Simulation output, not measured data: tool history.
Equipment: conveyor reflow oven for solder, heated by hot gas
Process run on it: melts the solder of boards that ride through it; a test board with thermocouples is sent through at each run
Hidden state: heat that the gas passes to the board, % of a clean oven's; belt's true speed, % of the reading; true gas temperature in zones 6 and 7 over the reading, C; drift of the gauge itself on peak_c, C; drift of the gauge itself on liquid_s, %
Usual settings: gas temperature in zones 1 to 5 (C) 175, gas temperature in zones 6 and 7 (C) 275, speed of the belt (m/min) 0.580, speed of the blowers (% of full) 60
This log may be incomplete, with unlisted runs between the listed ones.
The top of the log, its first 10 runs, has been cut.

| run | hour | gas temperature in zones 1 to 5 (C) | gas temperature in zones 6 and 7 (C) | speed of the belt (m/min) | speed of the blowers (% of full) | hours of work since the flux was cleaned out | hours of work since the belt drive was overhauled | hours of work since the thermocouples were changed | highest temperature of the board (C) | time above the solder's melting point (s) |
|---|---|---|---|---|---|---|---|---|---|---|
|  | 283.0 | flux residue cleaned out of gas plates and filters |
| 11 | 304.7 | 175 | 275 | 0.580 | 67 | 12 | 1005 | 372 | 256.3 | 49.0 |
| 12 | 329.5 | 175 | 275 | 0.580 | 67 | 25 | 1019 | 385 | 256.2 | 49.0 |
| 13 | 347.8 | 175 | 275 | 0.580 | 67 | 36 | 1029 | 395 | 256.0 | 49.0 |
| 14 | 375.9 | 175 | 275 | 0.580 | 67 | 51 | 1044 | 411 | 256.0 | 49.0 |
| 15 | 413.3 | 175 | 275 | 0.580 | 60 | 71 | 1065 | 431 | 254.2 | 47.9 |
| 16 | 443.5 | 175 | 275 | 0.580 | 60 | 88 | 1081 | 448 | 254.1 | 47.5 |
| 17 | 460.5 | 175 | 287 | 0.580 | 60 | 97 | 1091 | 457 | 264.2 | 53.1 |
| 18 | 491.0 | 175 | 287 | 0.518 | 57 | 114 | 1107 | 474 | 267.8 | 61.6 |
| 19 | 519.0 | 161 | 275 | 0.580 | 60 | 129 | 1123 | 489 | 250.8 | 41.8 |
|  | 525.0 | belt drive overhauled, speed set with a stopwatch |
| 20 | 556.2 | 175 | 275 | 0.580 | 64 | 148 | 17 | 508 | 255.3 | 49.2 |
|  | 594.2 | flux residue cleaned out of gas plates and filters |
| 21 | 597.5 | 185 | 271 | 0.614 | 72 | 2 | 37 | 528 | 254.5 | 49.4 |
|  | 617.5 | belt drive overhauled, speed set with a stopwatch, once more |
| 22 | 639.2 | 175 | 275 | 0.580 | 80 | 23 | 12 | 548 | 258.7 | 50.0 |
| 23 | 660.6 | 175 | 277 | 0.636 | 60 | 34 | 24 | 560 | 251.8 | 40.7 |

Predict the results of run 24:
| 24 | 701.5 | 175 | 269 | 0.580 | 59 | 57 | 46 | 582 | ? | ? |

For run 24 the tool returned highest temperature of the board (C) 248.6, time above the solder's melting point (s) 43.3.
If the tool had no hidden condition, the same run with the same run-to-run variation would have returned highest temperature of the board (C) 248.0, time above the solder's melting point (s) 42.9.
